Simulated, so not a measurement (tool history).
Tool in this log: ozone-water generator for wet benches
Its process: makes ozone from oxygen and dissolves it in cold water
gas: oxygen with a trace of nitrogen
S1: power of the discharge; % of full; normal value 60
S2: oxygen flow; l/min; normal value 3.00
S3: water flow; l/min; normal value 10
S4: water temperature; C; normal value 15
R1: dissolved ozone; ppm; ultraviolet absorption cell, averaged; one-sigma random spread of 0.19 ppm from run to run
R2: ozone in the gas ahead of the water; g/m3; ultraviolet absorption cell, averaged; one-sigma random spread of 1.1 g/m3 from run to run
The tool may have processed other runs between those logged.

Run 1, day 0.000: usual settings. Result: R1 26.8 ppm, R2 198.2 g/m3.
Run 2, day 1.458: usual settings. Result: R1 27.2 ppm, R2 201.3 g/m3.
Run 3, day 2.267: usual settings. Result: R1 27.0 ppm, R2 199.8 g/m3.
Run 4, day 3.450: usual settings. Result: R1 27.0 ppm, R2 201.2 g/m3.
Run 5, day 4.217: usual settings. Result: R1 27.3 ppm, R2 200.5 g/m3.
Run 6, day 5.125: usual settings. Result: R1 26.9 ppm, R2 201.3 g/m3.
Run 7, day 6.029: usual settings. Result: R1 27.3 ppm, R2 202.1 g/m3.
Run 8, day 7.529: usual settings but S3 13 l/min. Result: R1 21.9 ppm, R2 199.5 g/m3.
Run 9, day 8.712: usual settings but S3 13 l/min. Result: R1 22.1 ppm, R2 202.6 g/m3.
Run 10, day 9.746: usual settings but S3 13 l/min. Result: R1 22.2 ppm, R2 202.5 g/m3.
Run 11, day 10.608: usual settings but S3 13 l/min. Result: R1 22.1 ppm, R2 200.0 g/m3.
Run 12, day 11.738: usual settings. Result: R1 27.2 ppm, R2 201.1 g/m3.
Run 13, day 13.225: usual settings. Result: R1 27.2 ppm, R2 201.1 g/m3.
Run 14, day 14.262: usual settings but S2 2.06 l/min. Result: R1 24.6 ppm, R2 228.2 g/m3.
Run 15, day 15.275: usual settings but S2 3.40 l/min. Result: R1 27.8 ppm, R2 194.1 g/m3.
Run 16, day 16.075: usual settings but S2 3.40 l/min. Result: R1 27.9 ppm, R2 193.8 g/m3.
Run 17, day 16.879: usual settings. Result: R1 27.3 ppm, R2 201.8 g/m3.
Run 18, day 18.300: usual settings but S1 71 % of full, S2 2.55 l/min, S4 11 C. Result: R1 31.0 ppm, R2 242.0 g/m3.
Run 19, day 19.525: usual settings but S1 54 % of full, S2 1.86 l/min, S4 9 C. Result: R1 23.6 ppm, R2 217.7 g/m3.
Run 20, day 20.592: usual settings but S1 54 % of full, S2 1.86 l/min, S4 9 C. Result: R1 23.1 ppm, R2 219.2 g/m3.
Run 21, day 21.846: usual settings but S4 12 C. Result: R1 28.4 ppm, R2 201.0 g/m3.
Run 22, day 22.671: usual settings but S3 16 l/min, S4 11 C. Result: R1 19.7 ppm, R2 204.6 g/m3.
Run 23, day 24.162: usual settings but S1 57 % of full, S2 4.99 l/min, S3 8 l/min, S4 22 C. Result: R1 28.1 ppm, R2 164.4 g/m3.
Run 24, day 25.188: usual settings but S1 57 % of full, S2 4.99 l/min, S3 8 l/min, S4 22 C. Result: R1 27.7 ppm, R2 165.8 g/m3.
Run 25, day 26.725: usual settings but S1 57 % of full, S2 4.99 l/min, S3 8 l/min, S4 22 C. Result: R1 27.3 ppm, R2 164.8 g/m3.
Run 26, day 28.196: usual settings but S3 14 l/min, S4 16 C. Result: R1 20.7 ppm, R2 203.8 g/m3.
Run 27, day 29.017: usual settings but S1 66 % of full, S2 1.52 l/min, S3 15 l/min, S4 7 C. Result: R1 17.2 ppm, R2 272.2 g/m3.
Run 28, day 29.888: usual settings but S1 75 % of full, S2 1.54 l/min, S3 16 l/min, S4 12 C. Result: R1 17.4 ppm, R2 295.7 g/m3.
Run 29, day 31.288: usual settings but S2 1.75 l/min, S4 12 C. Result: R1 23.9 ppm, R2 242.7 g/m3.
Run 30, day 32.738: usual settings but S2 1.75 l/min, S4 12 C. Result: R1 24.1 ppm, R2 242.2 g/m3.
Run 31, day 33.458: usual settings but S2 1.75 l/min, S4 12 C. Result: R1 23.9 ppm, R2 242.7 g/m3.

For run 32, what comes out?
Run 32, day 34.679: usual settings but S1 85 % of full, S2 1.75 l/min, S3 15 l/min, S4 7 C. Result: R1 ?, R2 ?.

{"run 32": {"R1": 22.3, "R2": 317.6}}
Take away the tool's hidden state, keep the run-to-run variation as it was, and the same run would have given R1 22.4 ppm, R2 311.0 g/m3.
